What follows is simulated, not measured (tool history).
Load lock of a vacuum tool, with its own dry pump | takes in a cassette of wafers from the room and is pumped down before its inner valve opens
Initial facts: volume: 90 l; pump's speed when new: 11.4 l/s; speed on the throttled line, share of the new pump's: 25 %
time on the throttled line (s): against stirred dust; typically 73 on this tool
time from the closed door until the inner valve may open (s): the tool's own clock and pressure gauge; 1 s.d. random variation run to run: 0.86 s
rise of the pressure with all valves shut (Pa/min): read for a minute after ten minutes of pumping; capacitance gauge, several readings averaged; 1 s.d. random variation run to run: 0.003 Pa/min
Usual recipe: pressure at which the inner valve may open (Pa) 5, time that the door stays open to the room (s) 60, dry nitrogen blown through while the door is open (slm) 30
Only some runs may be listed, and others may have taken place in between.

run	hour	time on the throttled line (s)	pressure at which the inner valve may open (Pa)	time that the door stays open to the room (s)	dry nitrogen blown through while the door is open (slm)	incoming humidity of the room's air, %	time from the closed door until the inner valve may open (s)	rise of the pressure with all valves shut (Pa/min)
1	0	73	5	60	30	44.1	133.6	0.02
2	265	73	5	60	30	45.8	136	0.013
3	661.7	73	5	60	30	44.2	134.1	0.011
4	928.7	73	5	60	30	45.7	134.9	0.01
5	1331.2	73	5	60	30	44.3	133.1	0.013
6	1565.9	73	5	60	30	43	133.7	0.013
7	1832.1	73	9	60	30	46.9	128.7	0.011
8	2221.9	73	9	60	30	45.7	127.8	0.011
# hour 2468.3: dry pump taken out, an overhauled one fitted
9	2568.2	73	5	60	14	41.5	133.6	0.022
10	2745.8	73	5	60	14	46.7	134.2	0.021
11	2946.2	73	5	60	30	47	133.8	0.011
12	3230.8	73	5	60	30	45.9	135.1	0.015
13	3575.7	73	5	60	30	43	134.2	0.007
14	3892.5	73	5	60	30	47.2	134.3	0.008
15	4233.3	73	5	60	30	45.9	132.5	0.01
16	4618	73	5	60	42	44.5	133.4	0.008
17	4839.7	73	5	60	42	46.5	133.8	0.011
18	5055.4	73	5	60	30	40.7	132.5	0.012
19	5237.7	73	5	60	30	46.1	133.6	0.01
20	5436.9	63	5	60	10	45.3	126.7	0.028
21	5865.3	73	5	108	42	43	134.5	0.015
22	6293	73	5	108	7	45.8	135.1	0.033
23	6611.1	73	5	108	7	43.4	132.9	0.032
24	6880.6	73	5	108	7	46.6	132.8	0.032
25	7146.8	45	5	139	7	45.7	112.3	0.036
26	7456.5	80	5	139	7	44.5	138.4	0.031
27	7827	73	6	60	5	44	131.1	0.033
28	8053.1	73	6	60	14	45	131.1	0.017
29	8374.9	126	8	29	14	41.9	170.8	0.01
30	8669.1	126	8	29	14	46.6	170.3	0.014
31	8960.5	48	8	29	31	39.3	111.4	0.018
32	9181.8	95	5	60	11	45	149.5	0.017
33	9566.5	129	5	60	7	44.3	173.5	0.023
34	9926.8	105	8	37	7	46.7	153.1	0.025
35	10344.6	69	8	183	9	46	126.8	0.039
36	10653.8	37	5	60	13	44.7	107.6	0.022
37	10877.9	52	10	187	41	46.1	113.1	0.015

Here are 3 independent what-if runs from the current tool condition. What would each one return?
A	11314.4	75	5	80	41	42.7	?	?
B	11314.4	73	7	69	5	43.8	?	?
C	11314.4	73	10	105	30	46.1	?	?

run	time from the closed door until the inner valve may open (s)	rise of the pressure with all valves shut (Pa/min)
A	135.4	0.01
B	130	0.029
C	127.7	0.017
Take away the tool's hidden state, keep each run's random variation, and the runs would have read:
run	time from the closed door until the inner valve may open (s)	rise of the pressure with all valves shut (Pa/min)
A	135.3	0.009
B	130	0.028
C	127.6	0.016
